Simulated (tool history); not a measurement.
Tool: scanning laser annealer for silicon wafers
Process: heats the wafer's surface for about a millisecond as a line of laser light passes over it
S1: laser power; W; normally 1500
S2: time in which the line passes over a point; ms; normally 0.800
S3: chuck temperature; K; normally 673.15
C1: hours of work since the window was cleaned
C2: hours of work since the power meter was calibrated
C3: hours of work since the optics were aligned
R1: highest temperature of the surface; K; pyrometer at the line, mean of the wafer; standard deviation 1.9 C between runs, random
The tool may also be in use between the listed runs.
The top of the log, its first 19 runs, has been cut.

run	hour	S1	S2	S3	C1	C2	C3	R1
20	530.7	1500	0.800	673.15	60	38	980	1381.15
21	567.0	1372	0.702	673.15	78	56	997	1274.15
22	593.2	1372	0.702	673.15	91	69	1010	1276.15
23	617.0	1372	0.588	673.15	103	80	1022	1230.15
24	651.9	1372	0.588	673.15	120	98	1039	1230.15
25	672.1	1394	0.907	673.15	130	107	1049	1355.15
26	703.1	1394	0.907	673.15	145	123	1064	1351.15
27	718.7	1541	0.932	639.15	153	130	1072	1409.15
28	735.0	1541	0.932	639.15	161	138	1080	1408.15
29	767.7	1500	0.931	673.15	177	154	1096	1417.15
30	784.3	1433	0.899	711.15	185	162	1104	1405.15
31	809.2	1611	0.800	650.15	197	175	1116	1401.15
32	843.2	1611	0.800	650.15	214	191	1133	1400.15
33	881.5	1611	0.800	650.15	232	210	1152	1399.15
34	903.8	1450	0.800	673.15	243	221	1163	1336.15
35	937.5	1359	0.800	684.15	260	238	1179	1300.15
36	959.3	1280	0.644	693.15	271	248	1190	1214.15
37	990.7	1500	0.713	646.15	286	264	1205	1297.15
38	1026.2	1500	0.713	646.15	303	281	1223	1295.15
39	1044.1	1339	0.673	673.15	312	290	1231	1229.15

Run 40 has not been measured yet. What should we expect?
40	1082.0	1445	0.800	701.15	331	308	1250	?

{"run 40": {"R1": 1351.15}}
On a tool with no hidden condition, and with the same random variation, this run would have come out at R1 1391.15 K.
